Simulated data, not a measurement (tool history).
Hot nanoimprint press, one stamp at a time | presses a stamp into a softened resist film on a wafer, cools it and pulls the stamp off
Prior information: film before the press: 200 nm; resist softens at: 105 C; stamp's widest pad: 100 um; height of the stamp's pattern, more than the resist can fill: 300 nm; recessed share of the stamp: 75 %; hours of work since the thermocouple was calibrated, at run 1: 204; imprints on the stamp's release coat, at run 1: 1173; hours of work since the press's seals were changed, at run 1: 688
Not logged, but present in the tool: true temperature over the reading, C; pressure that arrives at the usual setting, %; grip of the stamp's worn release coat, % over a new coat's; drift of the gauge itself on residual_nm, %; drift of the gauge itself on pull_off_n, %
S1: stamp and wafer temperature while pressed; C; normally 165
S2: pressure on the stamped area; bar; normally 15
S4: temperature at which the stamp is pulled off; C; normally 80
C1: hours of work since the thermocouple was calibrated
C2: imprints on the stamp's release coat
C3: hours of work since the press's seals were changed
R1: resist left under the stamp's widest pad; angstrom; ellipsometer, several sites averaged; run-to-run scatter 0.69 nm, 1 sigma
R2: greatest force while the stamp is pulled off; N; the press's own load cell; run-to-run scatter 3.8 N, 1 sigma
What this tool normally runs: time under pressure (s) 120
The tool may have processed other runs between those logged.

{"run": 1, "hour": 0.0, "S1": 165, "S2": 15, "time under pressure (s)": 120, "S4": 80, "C1": 204, "C2": 1173, "C3": 688, "R1": 764, "R2": 252}
{"hour": 34.0, "done": "stamp cleaned and given a new release coat"}
{"run": 2, "hour": 47.3, "S1": 165, "S2": 15, "time under pressure (s)": 120, "S4": 80, "C1": 227, "C2": 54, "C3": 711, "R1": 758, "R2": 185}
{"run": 3, "hour": 93.0, "S1": 165, "S2": 15, "time under pressure (s)": 120, "S4": 80, "C1": 253, "C2": 241, "C3": 736, "R1": 756, "R2": 188}
{"run": 4, "hour": 145.5, "S1": 165, "S2": 15, "time under pressure (s)": 120, "S4": 80, "C1": 282, "C2": 455, "C3": 766, "R1": 746, "R2": 206}
{"run": 5, "hour": 188.1, "S1": 165, "S2": 15, "time under pressure (s)": 120, "S4": 80, "C1": 306, "C2": 629, "C3": 789, "R1": 737, "R2": 225}
{"run": 6, "hour": 227.0, "S1": 165, "S2": 15, "time under pressure (s)": 120, "S4": 80, "C1": 327, "C2": 788, "C3": 811, "R1": 744, "R2": 224}
{"run": 7, "hour": 302.4, "S1": 165, "S2": 15, "time under pressure (s)": 120, "S4": 80, "C1": 370, "C2": 1096, "C3": 853, "R1": 734, "R2": 225}
{"hour": 345.0, "done": "plate thermocouple calibrated"}
{"hour": 356.6, "done": "stamp cleaned and given a new release coat"}
{"run": 8, "hour": 358.0, "S1": 165, "S2": 9.8, "time under pressure (s)": 188, "S4": 86, "C1": 4, "C2": 5, "C3": 879, "R1": 868, "R2": 173}
{"run": 9, "hour": 407.5, "S1": 165, "S2": 15, "time under pressure (s)": 120, "S4": 85, "C1": 31, "C2": 207, "C3": 907, "R1": 796, "R2": 172}
{"run": 10, "hour": 480.6, "S1": 177, "S2": 16.9, "time under pressure (s)": 120, "S4": 80, "C1": 72, "C2": 506, "C3": 948, "R1": 373, "R2": 208}
{"run": 11, "hour": 553.6, "S1": 165, "S2": 15, "time under pressure (s)": 80, "S4": 67, "C1": 113, "C2": 804, "C3": 988, "R1": 917, "R2": 287}

Below are 5 alternative next runs, each starting from the tool's condition after run 11. Predict each:
{"run": "A", "hour": 598.6, "S1": 162, "S2": 13.7, "time under pressure (s)": 195, "S4": 67, "C1": 138, "C2": 988, "C3": 1013, "R1": "?", "R2": "?"}
{"run": "B", "hour": 598.6, "S1": 163, "S2": 15, "time under pressure (s)": 80, "S4": 67, "C1": 138, "C2": 988, "C3": 1013, "R1": "?", "R2": "?"}
{"run": "C", "hour": 598.6, "S1": 165, "S2": 15, "time under pressure (s)": 120, "S4": 81, "C1": 138, "C2": 988, "C3": 1013, "R1": "?", "R2": "?"}
{"run": "D", "hour": 598.6, "S1": 165, "S2": 22.4, "time under pressure (s)": 180, "S4": 86, "C1": 138, "C2": 988, "C3": 1013, "R1": "?", "R2": "?"}
{"run": "E", "hour": 598.6, "S1": 175, "S2": 16.6, "time under pressure (s)": 165, "S4": 80, "C1": 138, "C2": 988, "C3": 1013, "R1": "?", "R2": "?"}

run=A R1=834 R2=287
run=B R1=1015 R2=293
run=C R1=780 R2=230
run=D R1=544 R2=202
run=E R1=361 R2=227
What these runs would have given with no unlogged condition in the tool:
run=A R1=847 R2=229
run=B R1=1026 R2=234
run=C R1=788 R2=184
run=D R1=539 R2=161
run=E R1=361 R2=181
